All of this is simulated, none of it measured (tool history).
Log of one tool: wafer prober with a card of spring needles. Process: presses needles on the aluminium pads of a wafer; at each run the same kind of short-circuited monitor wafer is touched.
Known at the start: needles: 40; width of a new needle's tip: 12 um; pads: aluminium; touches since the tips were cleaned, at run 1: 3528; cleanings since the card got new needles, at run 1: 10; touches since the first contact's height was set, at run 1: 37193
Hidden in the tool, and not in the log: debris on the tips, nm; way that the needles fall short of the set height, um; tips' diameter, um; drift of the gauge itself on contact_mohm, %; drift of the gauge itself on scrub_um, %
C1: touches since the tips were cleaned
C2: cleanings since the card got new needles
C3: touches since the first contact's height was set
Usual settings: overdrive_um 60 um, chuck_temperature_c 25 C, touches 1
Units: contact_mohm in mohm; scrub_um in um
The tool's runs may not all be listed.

run 1 hour=0.0 | overdrive_um=60 chuck_temperature_c=25 touches=1 | C1=3528 C2=10 C3=37193 | contact_mohm=368 scrub_um=10.832
-- hour=12.6 tips cleaned on abrasive film
-- hour=33.1 tips cleaned on abrasive film
-- hour=54.5 tips cleaned on abrasive film
run 2 hour=61.6 | overdrive_um=60 chuck_temperature_c=25 touches=2 | C1=3316 C2=13 C3=65785 | contact_mohm=318 scrub_um=10.817
-- hour=76.3 tips cleaned on abrasive film
-- hour=76.6 height of the first contact set anew
-- hour=99.1 tips cleaned on abrasive film
run 3 hour=103.8 | overdrive_um=60 chuck_temperature_c=25 touches=2 | C1=2175 C2=15 C3=12639 | contact_mohm=294 scrub_um=10.730
-- hour=121.2 tips cleaned on abrasive film
-- hour=143.6 tips cleaned on abrasive film
run 4 hour=143.9 | overdrive_um=60 chuck_temperature_c=25 touches=2 | C1=127 C2=17 C3=31233 | contact_mohm=265 scrub_um=10.696
-- hour=163.2 tips cleaned on abrasive film
run 5 hour=181.6 | overdrive_um=60 chuck_temperature_c=25 touches=1 | C1=8548 C2=18 C3=48763 | contact_mohm=437 scrub_um=10.697
-- hour=185.9 tips cleaned on abrasive film
-- hour=207.0 tips cleaned on abrasive film
-- hour=230.1 tips cleaned on abrasive film
-- hour=234.0 height of the first contact set anew
run 6 hour=240.5 | overdrive_um=60 chuck_temperature_c=25 touches=1 | C1=4681 C2=21 C3=3043 | contact_mohm=410 scrub_um=10.880
-- hour=249.8 tips cleaned on abrasive film
-- hour=270.8 tips cleaned on abrasive film
run 7 hour=270.8 | overdrive_um=60 chuck_temperature_c=25 touches=1 | C1=0 C2=23 C3=17072 | contact_mohm=262 scrub_um=10.859
-- hour=294.5 tips cleaned on abrasive film
-- hour=316.7 tips cleaned on abrasive film
run 8 hour=321.3 | overdrive_um=60 chuck_temperature_c=25 touches=1 | C1=2146 C2=25 C3=40558 | contact_mohm=347 scrub_um=10.838
-- hour=338.2 tips cleaned on abrasive film
run 9 hour=356.3 | overdrive_um=67 chuck_temperature_c=25 touches=1 | C1=8446 C2=26 C3=56821 | contact_mohm=410 scrub_um=12.105
-- hour=361.2 tips cleaned on abrasive film
-- hour=382.5 tips cleaned on abrasive film
-- hour=392.2 height of the first contact set anew
-- hour=396.0 height of the first contact set anew, once more
-- hour=403.7 tips cleaned on abrasive film
run 10 hour=419.2 | overdrive_um=60 chuck_temperature_c=25 touches=1 | C1=7195 C2=29 C3=10753 | contact_mohm=423 scrub_um=10.881
-- hour=424.1 tips cleaned on abrasive film
-- hour=444.6 tips cleaned on abrasive film
run 11 hour=450.8 | overdrive_um=60 chuck_temperature_c=25 touches=1 | C1=2908 C2=31 C3=25419 | contact_mohm=364 scrub_um=10.852
-- hour=467.5 tips cleaned on abrasive film
-- hour=490.6 tips cleaned on abrasive film
run 12 hour=492.2 | overdrive_um=55 chuck_temperature_c=43 touches=1 | C1=749 C2=33 C3=44633 | contact_mohm=305 scrub_um=9.918
-- hour=511.4 tips cleaned on abrasive film
-- hour=531.9 tips cleaned on abrasive film
run 13 hour=539.3 | overdrive_um=55 chuck_temperature_c=43 touches=1 | C1=3442 C2=35 C3=66467 | contact_mohm=392 scrub_um=9.912
-- hour=552.1 tips cleaned on abrasive film
-- hour=557.2 height of the first contact set anew
-- hour=574.0 tips cleaned on abrasive film
run 14 hour=575.7 | overdrive_um=59 chuck_temperature_c=25 touches=1 | C1=767 C2=37 C3=8565 | contact_mohm=292 scrub_um=10.694
-- hour=596.8 tips cleaned on abrasive film
-- hour=618.6 tips cleaned on abrasive film
-- hour=638.7 tips cleaned on abrasive film
run 15 hour=645.3 | overdrive_um=43 chuck_temperature_c=25 touches=1 | C1=3038 C2=40 C3=40872 | contact_mohm=425 scrub_um=7.756
-- hour=660.5 tips cleaned on abrasive film
-- hour=681.7 tips cleaned on abrasive film
run 16 hour=683.5 | overdrive_um=51 chuck_temperature_c=68 touches=1 | C1=846 C2=42 C3=58607 | contact_mohm=324 scrub_um=9.187
-- hour=703.3 tips cleaned on abrasive film
-- hour=716.6 height of the first contact set anew
-- hour=724.9 tips cleaned on abrasive film
-- hour=748.1 tips cleaned on abrasive film
run 17 hour=748.9 | overdrive_um=74 chuck_temperature_c=99 touches=1 | C1=353 C2=45 C3=14965 | contact_mohm=291 scrub_um=13.403
-- hour=769.8 tips cleaned on abrasive film
-- hour=791.9 tips cleaned on abrasive film
run 18 hour=798.2 | overdrive_um=74 chuck_temperature_c=99 touches=1 | C1=2943 C2=47 C3=37877 | contact_mohm=330 scrub_um=13.382
-- hour=815.2 tips cleaned on abrasive film
-- hour=837.3 tips cleaned on abrasive film
-- hour=858.8 tips cleaned on abrasive film
run 19 hour=858.8 | overdrive_um=57 chuck_temperature_c=99 touches=1 | C1=0 C2=50 C3=65999 | contact_mohm=288 scrub_um=10.266
-- hour=875.9 height of the first contact set anew
-- hour=880.8 tips cleaned on abrasive film
-- hour=902.0 tips cleaned on abrasive film
-- hour=923.8 tips cleaned on abrasive film
run 20 hour=923.8 | overdrive_um=46 chuck_temperature_c=30 touches=2 | C1=0 C2=53 C3=22214 | contact_mohm=269 scrub_um=8.313
-- hour=945.8 tips cleaned on abrasive film
-- hour=967.5 tips cleaned on abrasive film
-- hour=989.6 tips cleaned on abrasive film
run 21 hour=989.6 | overdrive_um=60 chuck_temperature_c=44 touches=1 | C1=0 C2=56 C3=52737 | contact_mohm=273 scrub_um=10.825
-- hour=1011.4 tips cleaned on abrasive film
run 22 hour=1022.6 | overdrive_um=66 chuck_temperature_c=43 touches=1 | C1=5217 C2=57 C3=68066 | contact_mohm=381 scrub_um=11.892

The same runs without the tool's hidden state, with the same run-to-run variation:
run=1 contact_mohm=252 scrub_um=10.874
run=2 contact_mohm=249 scrub_um=10.894
run=3 contact_mohm=247 scrub_um=10.887
run=4 contact_mohm=251 scrub_um=10.873
run=5 contact_mohm=253 scrub_um=10.882
run=6 contact_mohm=255 scrub_um=10.880
run=7 contact_mohm=249 scrub_um=10.882
run=8 contact_mohm=256 scrub_um=10.878
run=9 contact_mohm=249 scrub_um=12.157
run=10 contact_mohm=250 scrub_um=10.891
run=11 contact_mohm=249 scrub_um=10.883
run=12 contact_mohm=256 scrub_um=9.969
run=13 contact_mohm=261 scrub_um=9.981
run=14 contact_mohm=252 scrub_um=10.707
run=15 contact_mohm=254 scrub_um=7.799
run=16 contact_mohm=267 scrub_um=9.254
run=17 contact_mohm=264 scrub_um=13.425
run=18 contact_mohm=269 scrub_um=13.424
run=19 contact_mohm=275 scrub_um=10.341
run=20 contact_mohm=257 scrub_um=8.346
run=21 contact_mohm=256 scrub_um=10.888
run=22 contact_mohm=252 scrub_um=11.967
